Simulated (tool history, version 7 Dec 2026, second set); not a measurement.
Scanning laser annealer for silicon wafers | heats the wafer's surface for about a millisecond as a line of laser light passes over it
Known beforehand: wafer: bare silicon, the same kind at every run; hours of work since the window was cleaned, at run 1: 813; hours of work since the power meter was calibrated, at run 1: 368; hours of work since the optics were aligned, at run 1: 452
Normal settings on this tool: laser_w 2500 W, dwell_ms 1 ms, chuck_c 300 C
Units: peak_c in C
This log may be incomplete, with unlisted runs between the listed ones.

| run | day | laser_w | dwell_ms | chuck_c | hours of work since the window was cleaned | hours of work since the power meter was calibrated | hours of work since the optics were aligned | peak_c |
|---|---|---|---|---|---|---|---|---|
| 1 | 0 | 2500 | 1 | 300 | 813 | 368 | 452 | 999 |
| 2 | 0.538 | 2500 | 1 | 300 | 823 | 378 | 462 | 997 |
| 3 | 1.088 | 2500 | 1 | 300 | 834 | 389 | 472 | 998 |
| 4 | 1.783 | 2500 | 1 | 300 | 847 | 402 | 485 | 999 |
| 5 | 2.258 | 2500 | 1 | 300 | 856 | 411 | 494 | 994 |
| 6 | 2.696 | 2500 | 1 | 300 | 864 | 419 | 502 | 996 |
| 7 | 3.021 | 2500 | 1 | 300 | 870 | 425 | 508 | 994 |
| 8 | 3.504 | 2231 | 1 | 300 | 879 | 434 | 518 | 902 |
| 9 | 4.088 | 2611 | 1 | 300 | 890 | 445 | 528 | 1030 |
| 10 | 4.483 | 2611 | 1 | 300 | 898 | 453 | 536 | 1031 |
| 11 | 5.012 | 2500 | 1 | 300 | 907 | 463 | 546 | 989 |
| 12 | 5.433 | 2500 | 1 | 300 | 915 | 471 | 554 | 991 |
| 13 | 5.942 | 2371 | 0.72 | 306 | 925 | 480 | 563 | 843 |
| 14 | 6.483 | 2371 | 0.72 | 306 | 935 | 490 | 574 | 841 |

Run 15, settings as shown, results not yet in. Your forecast:
| 15 | 7.05 | 2371 | 0.89 | 320 | 946 | 501 | 584 | ? |

{"run 15": {"peak_c": 926}}
With the hidden condition absent and the run-to-run variation left alone, this run would have shown peak_c 981 C.

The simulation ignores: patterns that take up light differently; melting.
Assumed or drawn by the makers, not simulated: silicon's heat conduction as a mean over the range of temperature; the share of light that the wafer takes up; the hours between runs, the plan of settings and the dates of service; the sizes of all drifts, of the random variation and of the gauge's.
